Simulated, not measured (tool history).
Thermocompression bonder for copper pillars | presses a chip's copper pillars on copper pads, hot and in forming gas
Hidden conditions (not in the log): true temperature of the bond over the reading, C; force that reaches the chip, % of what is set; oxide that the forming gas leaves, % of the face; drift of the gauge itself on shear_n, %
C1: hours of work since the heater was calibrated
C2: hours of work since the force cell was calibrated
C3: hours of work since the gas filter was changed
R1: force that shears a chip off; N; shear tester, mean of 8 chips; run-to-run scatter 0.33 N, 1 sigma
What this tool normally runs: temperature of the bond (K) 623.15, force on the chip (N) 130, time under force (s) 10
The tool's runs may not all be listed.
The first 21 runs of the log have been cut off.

run 22 hour=497.4 | temperature_of_the_bond_(K)=623.15 force_on_the_chip_(N)=139 time_under_force_(s)=30 | C1=611 C2=19 C3=245 | R1=52.2
run 23 hour=521.1 | temperature_of_the_bond_(K)=623.15 force_on_the_chip_(N)=102 time_under_force_(s)=26 | C1=621 C2=29 C3=255 | R1=42.3
-- hour=538.8 force cell calibrated, once more
-- hour=552.0 forming gas filter changed
run 24 hour=558.8 | temperature_of_the_bond_(K)=608.15 force_on_the_chip_(N)=192 time_under_force_(s)=26 | C1=637 C2=9 C3=3 | R1=57.3
run 25 hour=587.0 | temperature_of_the_bond_(K)=610.15 force_on_the_chip_(N)=79 time_under_force_(s)=7 | C1=649 C2=21 C3=15 | R1=18.9
run 26 hour=610.0 | temperature_of_the_bond_(K)=610.15 force_on_the_chip_(N)=79 time_under_force_(s)=7 | C1=659 C2=31 C3=25 | R1=19.1
run 27 hour=643.2 | temperature_of_the_bond_(K)=626.15 force_on_the_chip_(N)=121 time_under_force_(s)=7 | C1=674 C2=45 C3=40 | R1=32.2
run 28 hour=677.6 | temperature_of_the_bond_(K)=626.15 force_on_the_chip_(N)=121 time_under_force_(s)=7 | C1=688 C2=60 C3=55 | R1=31.9
run 29 hour=695.5 | temperature_of_the_bond_(K)=626.15 force_on_the_chip_(N)=121 time_under_force_(s)=7 | C1=696 C2=68 C3=62 | R1=32.3
run 30 hour=710.9 | temperature_of_the_bond_(K)=601.15 force_on_the_chip_(N)=96 time_under_force_(s)=30 | C1=703 C2=75 C3=69 | R1=36.1
run 31 hour=727.4 | temperature_of_the_bond_(K)=601.15 force_on_the_chip_(N)=96 time_under_force_(s)=30 | C1=710 C2=82 C3=76 | R1=36.1
run 32 hour=758.9 | temperature_of_the_bond_(K)=601.15 force_on_the_chip_(N)=96 time_under_force_(s)=30 | C1=724 C2=96 C3=90 | R1=36.1
run 33 hour=776.6 | temperature_of_the_bond_(K)=623.15 force_on_the_chip_(N)=130 time_under_force_(s)=7 | C1=732 C2=103 C3=98 | R1=32.7
run 34 hour=793.0 | temperature_of_the_bond_(K)=611.15 force_on_the_chip_(N)=130 time_under_force_(s)=5 | C1=739 C2=110 C3=105 | R1=24.8
run 35 hour=808.3 | temperature_of_the_bond_(K)=611.15 force_on_the_chip_(N)=130 time_under_force_(s)=5 | C1=745 C2=117 C3=112 | R1=24.9
run 36 hour=837.7 | temperature_of_the_bond_(K)=643.15 force_on_the_chip_(N)=165 time_under_force_(s)=13 | C1=758 C2=130 C3=124 | R1=54.7
run 37 hour=869.7 | temperature_of_the_bond_(K)=624.15 force_on_the_chip_(N)=172 time_under_force_(s)=14 | C1=772 C2=144 C3=138 | R1=49.3
run 38 hour=904.4 | temperature_of_the_bond_(K)=616.15 force_on_the_chip_(N)=87 time_under_force_(s)=14 | C1=787 C2=159 C3=153 | R1=28.7
run 39 hour=933.8 | temperature_of_the_bond_(K)=629.15 force_on_the_chip_(N)=93 time_under_force_(s)=8 | C1=800 C2=172 C3=166 | R1=27.4

Here are 3 independent what-if runs from the current tool condition. What would each one return?
run A hour=950.1 | temperature_of_the_bond_(K)=623.15 force_on_the_chip_(N)=132 time_under_force_(s)=20 | C1=807 C2=179 C3=173 | R1=?
run B hour=950.1 | temperature_of_the_bond_(K)=629.15 force_on_the_chip_(N)=113 time_under_force_(s)=8 | C1=807 C2=179 C3=173 | R1=?
run C hour=950.1 | temperature_of_the_bond_(K)=604.15 force_on_the_chip_(N)=81 time_under_force_(s)=9 | C1=807 C2=179 C3=173 | R1=?

run=A R1=45.6
run=B R1=32.1
run=C R1=19.7
Without the tool's hidden state the same runs would have given:
run=A R1=46.1
run=B R1=32.2
run=C R1=19.5
